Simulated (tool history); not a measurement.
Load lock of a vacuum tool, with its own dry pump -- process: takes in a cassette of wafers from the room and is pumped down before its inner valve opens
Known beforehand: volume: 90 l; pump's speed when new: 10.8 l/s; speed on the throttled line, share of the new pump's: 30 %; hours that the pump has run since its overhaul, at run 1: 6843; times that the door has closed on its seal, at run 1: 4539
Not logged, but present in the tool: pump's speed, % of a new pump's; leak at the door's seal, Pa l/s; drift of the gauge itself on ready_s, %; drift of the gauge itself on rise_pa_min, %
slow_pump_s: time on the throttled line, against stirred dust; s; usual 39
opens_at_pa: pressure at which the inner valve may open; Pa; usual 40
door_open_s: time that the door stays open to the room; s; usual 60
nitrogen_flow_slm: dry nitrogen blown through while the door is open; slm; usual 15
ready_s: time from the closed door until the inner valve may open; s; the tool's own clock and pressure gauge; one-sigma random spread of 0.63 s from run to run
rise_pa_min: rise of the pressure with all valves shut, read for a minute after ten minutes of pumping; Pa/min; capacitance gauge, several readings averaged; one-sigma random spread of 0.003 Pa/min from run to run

run      day  slow_pump_s  opens_at_pa  door_open_s  nitrogen_flow_slm  hours that the pump has run since its overhaul  times that the door has closed on its seal  incoming humidity of the room's air, %  ready_s  rise_pa_min
  1        0           39           40           60                 15                                            6843                                        4539                                    44.4     96.5        0.028
  2    4.312           21           40           60                 15                                            6947                                        5052                                    48.9     84.8        0.029
  3    8.529           21           40           60                 15                                            7048                                        5553                                      43     84.5         0.03
  4   11.258           21           40           60                 15                                            7114                                        5877                                    47.9     84.7         0.03
  5   16.967           21           40           60                 15                                            7251                                        6555                                    45.3     85.5        0.035
  6   22.317           21           40           60                 15                                            7379                                        7191                                    46.1     85.3        0.037
  7   25.112           39           40           60                 15                                            7446                                        7523                                    44.5     98.2        0.035
  8   29.962           39           40           60                 15                                            7563                                        8099                                    45.1     98.3        0.042
  9    34.35           39           40           60                 15                                            7668                                        8621                                    41.4     97.3        0.034
 10   39.046           39           40           60                  6                                            7781                                        9179                                    46.8     97.2        0.042
 11   42.362           39           40           60                  6                                            7860                                        9573                                    48.9     97.9        0.045
 12   44.871           39           40           60                  6                                            7920                                        9871                                    46.5       96        0.051
 13   47.592           39           40           60                  6                                            7986                                       10194                                    43.5     97.6        0.051
 14   50.333           39           40          140                  6                                            8051                                       10520                                    42.8       99        0.057
 15   53.888           39           40          140                 14                                            8137                                       10943                                    44.8     96.9        0.051
 16   56.342           31           40           60                 15                                            8196                                       11234                                    43.9     92.5        0.041
 17   61.342           31           40           60                 15                                            8316                                       11828                                    43.8     92.4        0.044
 18   65.562           31           40           34                 15                                            8417                                       12330                                    44.3     92.6        0.048
 19   68.421           31           40           34                 15                                            8486                                       12670                                    45.3       92        0.052
 20   73.017           72           40           83                 15                                            8596                                       13216                                    42.9    120.4        0.052
 21   76.817           64           46           74                 37                                            8687                                       13667                                    42.6    114.2        0.048
 22   80.633           64           46           74                 37                                            8779                                       14121                                    43.9    112.9        0.053
 23   85.575           64           46           74                 37                                            8897                                       14708                                    46.2    115.1        0.059
 24   91.192           24           46           29                 37                                            9032                                       15376                                    44.6     86.3        0.056
 25   95.612           24           59           29                 37                                            9138                                       15901                                    44.4     85.6        0.056
 26  100.596           39           42           56                 18                                            9258                                       16493                                    45.7     98.4        0.063
 27  105.638           50           61          214                  7                                            9379                                       17092                                    44.5    101.6        0.076
 28  109.346           63           40           60                 30                                            9468                                       17533                                    40.4    116.4        0.067
 29  111.733           63           40           60                 30                                            9525                                       17816                                    42.9    115.4        0.065
 30  114.438           56           39           57                  5                                            9590                                       18137                                    43.3    111.3        0.075
 31  118.621           20           40           69                  4                                            9690                                       18635                                    45.3     85.3        0.075
 32   124.25           20           34           69                  4                                            9825                                       19304                                    45.3     87.4         0.08
 33  127.517           39           49           60                 18                                            9904                                       19692                                    44.5     96.4        0.079
 34  133.075           39           49           60                 18                                           10037                                       20352                                    43.1     97.6        0.083
 35  135.588           39           43          188                  8                                           10098                                       20651                                    45.3     98.4         0.09
 36  139.162           39           30           60                 14                                           10183                                       21076                                    43.6    101.2         0.08
 37  144.017           39           40          186                 21                                           10300                                       21652                                    39.4      100        0.084
 38  146.925           39           40          186                 21                                           10370                                       21998                                    44.8       99        0.089

Below, some changes in ready_s between adjacent runs. For each, the amount present without the hidden state too (settings, incoming material, random variation) and the amount remaining for the hidden state with gauge scatter not shared by both compared results:
Run 19 -> 20: slow_pump_s 31 -> 72, door_open_s 34 -> 83. ready_s +28.4 s: hidden state -1, all else +29.4.
Run 23 -> 24: slow_pump_s 64 -> 24, door_open_s 74 -> 29. ready_s -28.8 s: hidden state +1.4, all else -30.2.
Run 30 -> 31: slow_pump_s 56 -> 20, opens_at_pa 39 -> 40, door_open_s 57 -> 69, nitrogen_flow_slm 5 -> 4. ready_s -26 s: hidden state +1.1, all else -27.1.
